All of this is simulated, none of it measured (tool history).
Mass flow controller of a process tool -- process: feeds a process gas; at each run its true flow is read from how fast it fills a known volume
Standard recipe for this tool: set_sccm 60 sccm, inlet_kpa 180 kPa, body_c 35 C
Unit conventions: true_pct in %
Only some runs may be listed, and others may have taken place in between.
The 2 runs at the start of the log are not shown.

run,hour,set_sccm,inlet_kpa,body_c,true_pct
3,620,60,269,35,97.56
4,837.2,60,269,35,97.6
5,1123.4,60,180,35,97.93
6,1412.9,60,180,30,98.48
7,1627.3,32,180,35,96.98
8,1865.6,53,180,35,97.67
9,2040.7,60,202,35,97.75
10,2266.4,60,180,35,97.88
11,2529,16,180,35,95.51
12,2677,60,180,35,97.83
13,2850,48,180,35,97.46
14,3074.2,48,180,35,97.44
15,3415.9,48,180,35,97.4
16,3688.5,60,180,35,97.79
17,4019.2,60,180,35,97.8
18,4287.5,41,180,35,97.13
19,4464.1,60,180,35,97.75
20,4791.2,60,180,35,97.73
21,5094,60,180,35,97.69
22,5372.1,22,210,24,96.63
23,5644.6,81,180,28,99.13
24,5867.7,14,191,27,94.49
25,6076.5,32,189,37,96.02
26,6275.4,60,142,35,97.87

Predict the results of run 27:
27,6460.7,14,271,20,?

{"run 27": {"true_pct": 94.77}}
On a tool with no hidden condition, and with the same random variation, this run would have come out at true_pct 98.78 %.
